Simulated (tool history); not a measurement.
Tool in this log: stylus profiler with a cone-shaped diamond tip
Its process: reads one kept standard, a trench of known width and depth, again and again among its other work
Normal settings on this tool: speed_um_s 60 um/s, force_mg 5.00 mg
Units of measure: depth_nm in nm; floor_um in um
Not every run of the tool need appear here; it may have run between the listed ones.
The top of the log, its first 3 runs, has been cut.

run     day  speed_um_s  force_mg  depth_nm  floor_um
  4   1.421          60      3.82    201.57     47.85
  5   2.025          60     11.41    203.27     47.93
  6   2.367          60     11.41    203.21     47.99
  7   2.650          60      5.00    201.85     47.81
  8   3.071         236      5.00    201.87     47.12
  9   3.446         236      5.00    201.76     47.13
 10   4.058          60      9.64    202.95     47.97
 11   4.346          60      9.64    202.86     47.96
 12   4.762          60      2.21    201.04     47.71
 13   5.358          60      2.21    200.74     47.72
 14   5.850          60      2.21    200.94     47.66
 15   6.121          60      2.21    200.90     47.69
 16   6.546          60      2.21    200.91     47.78
 17   7.046          60      2.21    200.90     47.74
 18   7.479          60      2.21    200.93     47.72
 19   7.967          60      2.21    200.88     47.68
 20   8.354          60      2.21    201.08     47.75
 21   8.850          60      5.00    201.64     47.81
 22   9.154          60     14.49    203.75     47.94
 23   9.708          60      5.03    201.67     47.80
 24  10.175          60      5.03    201.70     47.90
 25  10.462          42     11.34    203.15     47.98
 26  10.775         102      5.99    202.04     47.72
 27  11.254         102      5.99    201.82     47.68
 28  11.588         102      5.99    202.01     47.67

Run 29 has not been measured yet. What should we expect?
 29  12.242          39      8.20         ?         ?

depth_nm: 202.39 nm
floor_um: 47.95 um
The same run, on a tool lacking any hidden state, would have yielded depth_nm 202.64 nm, floor_um 48.13 um.
